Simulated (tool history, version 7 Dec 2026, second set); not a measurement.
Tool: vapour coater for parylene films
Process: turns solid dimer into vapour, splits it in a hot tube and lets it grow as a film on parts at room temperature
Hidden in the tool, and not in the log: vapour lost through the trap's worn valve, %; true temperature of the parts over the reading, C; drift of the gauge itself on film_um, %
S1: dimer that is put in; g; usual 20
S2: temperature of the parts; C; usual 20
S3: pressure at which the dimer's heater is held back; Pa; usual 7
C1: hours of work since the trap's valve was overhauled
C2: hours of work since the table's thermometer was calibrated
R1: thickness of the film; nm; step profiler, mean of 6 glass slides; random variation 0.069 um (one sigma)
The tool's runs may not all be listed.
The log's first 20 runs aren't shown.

Run 21, day 10.542: usual settings but S3 8.11 Pa; C1 296; C2 256. Result: R1 7380 nm.
Run 22, day 10.904: usual settings but S2 29 C, S3 4.78 Pa; C1 303; C2 263. Result: R1 6340 nm.
Run 23, day 11.579: usual settings but S1 18 g, S2 23 C, S3 4.31 Pa; C1 314; C2 274. Result: R1 6650 nm.
Run 24, day 11.929: usual settings but S1 12 g, S2 23 C, S3 4.31 Pa; C1 320; C2 280. Result: R1 4470 nm.
Run 25, day 12.596: usual settings but S1 10 g, S2 23 C, S3 9 Pa; C1 331; C2 291. Result: R1 3310 nm.
At day 12.692: table's thermometer calibrated.
Run 26, day 13.058: usual settings but S1 10 g, S2 23 C, S3 9 Pa; C1 338; C2 6. Result: R1 3360 nm.
Run 27, day 13.438: usual settings but S1 10 g, S2 23 C, S3 9 Pa; C1 345; C2 13. Result: R1 3320 nm.
Run 28, day 13.871: usual settings but S1 10 g, S2 23 C, S3 9 Pa; C1 352; C2 20. Result: R1 3330 nm.
Run 29, day 14.421: usual settings but S1 10 g, S2 25 C, S3 9 Pa; C1 361; C2 29. Result: R1 3120 nm.
Run 30, day 14.942: usual settings but S1 11 g, S2 14 C; C1 370; C2 38. Result: R1 4740 nm.
Run 31, day 15.308: usual settings but S1 36 g, S2 13 C, S3 5.28 Pa; C1 376; C2 44. Result: R1 16810 nm.
Run 32, day 15.988: usual settings but S1 9 g, S2 28 C, S3 2.09 Pa; C1 388; C2 56. Result: R1 3140 nm.
Run 33, day 16.679: usual settings but S1 10 g, S2 12 C, S3 6.82 Pa; C1 399; C2 67. Result: R1 4510 nm.
At day 16.833: table's thermometer calibrated, once more.
Run 34, day 17.183: usual settings but S1 9 g, S2 19 C, S3 6.82 Pa; C1 407; C2 6. Result: R1 3370 nm.
Run 35, day 17.842: usual settings but S1 9 g, S2 24 C, S3 6.82 Pa; C1 418; C2 17. Result: R1 2930 nm.
Run 36, day 18.579: usual settings but S1 16 g, S2 15 C; C1 430; C2 29. Result: R1 6670 nm.

Forecast each of these 3 alternatives for the next run:
Run A, day 19.079: usual settings but S1 11 g, S2 13 C, S3 2.79 Pa; C1 439; C2 38. Result: R1 ?.
Run B, day 19.079: usual settings but S1 8 g, S2 16 C; C1 439; C2 38. Result: R1 ?.
Run C, day 19.079: usual settings but S1 16 g, S2 21 C; C1 439; C2 38. Result: R1 ?.

run    R1
  A  5430
  B  3190
  C  5650
Without the tool's hidden state the same runs would have given:
run    R1
  A  6210
  B  3650
  C  6460
